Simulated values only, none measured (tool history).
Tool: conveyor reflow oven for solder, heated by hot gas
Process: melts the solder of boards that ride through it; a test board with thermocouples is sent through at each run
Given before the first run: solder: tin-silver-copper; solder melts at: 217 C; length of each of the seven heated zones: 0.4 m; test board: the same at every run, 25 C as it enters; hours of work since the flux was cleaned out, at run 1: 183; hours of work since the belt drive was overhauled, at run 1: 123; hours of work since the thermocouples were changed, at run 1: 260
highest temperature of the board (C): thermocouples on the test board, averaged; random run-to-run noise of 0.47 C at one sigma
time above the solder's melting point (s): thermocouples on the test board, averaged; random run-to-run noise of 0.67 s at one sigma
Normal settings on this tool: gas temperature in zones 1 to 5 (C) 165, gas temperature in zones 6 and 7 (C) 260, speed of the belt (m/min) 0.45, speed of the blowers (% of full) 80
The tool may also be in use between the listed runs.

run    hour  gas temperature in zones 1 to 5 (C)  gas temperature in zones 6 and 7 (C)  speed of the belt (m/min)  speed of the blowers (% of full)  hours of work since the flux was cleaned out  hours of work since the belt drive was overhauled  hours of work since the thermocouples were changed  highest temperature of the board (C)  time above the solder's melting point (s)
  1       0                                  165                                   260                       0.45                                80                                           183                                                123                                                 260                                   248                                       72.5
  2    97.3                                  165                                   260                       0.45                                80                                           250                                                190                                                 326                                   248                                       71.6
  3   197.4                                  165                                   260                       0.45                                80                                           319                                                258                                                 395                                   247                                       71.1
  4   241.2                                  165                                   260                       0.45                                80                                           349                                                288                                                 425                                 247.2                                       72.2
  5   315.3                                  165                                   260                      0.473                                80                                           399                                                339                                                 476                                 245.3                                         65
      350.9  -- flux residue cleaned out of gas plates and filters
  6   376.9                                  165                                   260                      0.473                                80                                            18                                                378                                                 515                                   242                                       59.5
  7   451.9                                  165                                   260                       0.45                                80                                            69                                                429                                                 566                                 242.5                                       64.1
  8   507.9                                  165                                   260                       0.45                                80                                           108                                                468                                                 605                                 242.5                                       63.4
  9   557.7                                  165                                   258                       0.45                                80                                           142                                                502                                                 639                                 240.3                                       60.4
 10     658                                  165                                   260                       0.45                                80                                           211                                                571                                                 708                                 241.5                                       61.8
 11   722.3                                  165                                   260                       0.45                                80                                           255                                                615                                                 752                                 241.5                                       59.9
      730.9  -- thermocouples of zones 6 and 7 changed
 12   772.6                                  160                                   272                      0.446                                82                                           288                                                648                                                  29                                 250.5                                       71.7
 13   827.2                                  165                                   257                       0.45                                59                                           326                                                686                                                  66                                 232.6                                       45.5
      849.6  -- flux residue cleaned out of gas plates and filters, once more
 14   919.9                                  165                                   263                      0.525                                59                                            48                                                746                                                 126                                 241.1                                       51.8
      986.6  -- belt drive overhauled, speed set with a stopwatch
 15    1016                                  165                                   260                      0.504                                58                                           112                                                 20                                                 190                                 238.9                                       50.3
 16  1071.7                                  176                                   269                      0.413                                65                                           150                                                 58                                                 228                                 257.7                                       93.3
 17  1154.3                                  176                                   269                      0.413                                65                                           206                                                115                                                 284                                 256.5                                       94.3
 18  1223.8                                  163                                   260                       0.45                                51                                           254                                                163                                                 332                                 238.3                                       55.7
 19  1321.9                                  163                                   271                      0.452                                51                                           321                                                230                                                 399                                 247.5                                       66.7
 20    1415                                  170                                   273                      0.522                                67                                           385                                                294                                                 463                                 250.3                                       61.9

Below are 3 alternative next runs, each starting from the tool's condition after run 20. Predict each:
     1472.9  -- flux residue cleaned out of gas plates and filters
  A  1502.7                                  175                                   256                      0.522                                67                                            20                                                351                                                 520                                     ?                                          ?
     1472.9  -- flux residue cleaned out of gas plates and filters
  B  1502.7                                  170                                   273                      0.534                                67                                            20                                                351                                                 520                                     ?                                          ?
     1472.9  -- flux residue cleaned out of gas plates and filters
  C  1502.7                                  165                                   260                       0.45                                57                                            20                                                351                                                 520                                     ?                                          ?

run  highest temperature of the board (C)  time above the solder's melting point (s)
  A                                 240.7                                       56.5
  B                                 253.4                                       66.4
  C                                 244.1                                       65.4
What these runs would have given with no unlogged condition in the tool:
run  highest temperature of the board (C)  time above the solder's melting point (s)
  A                                 240.1                                       55.5
  B                                 252.8                                       65.6
  C                                 243.4                                       64.2
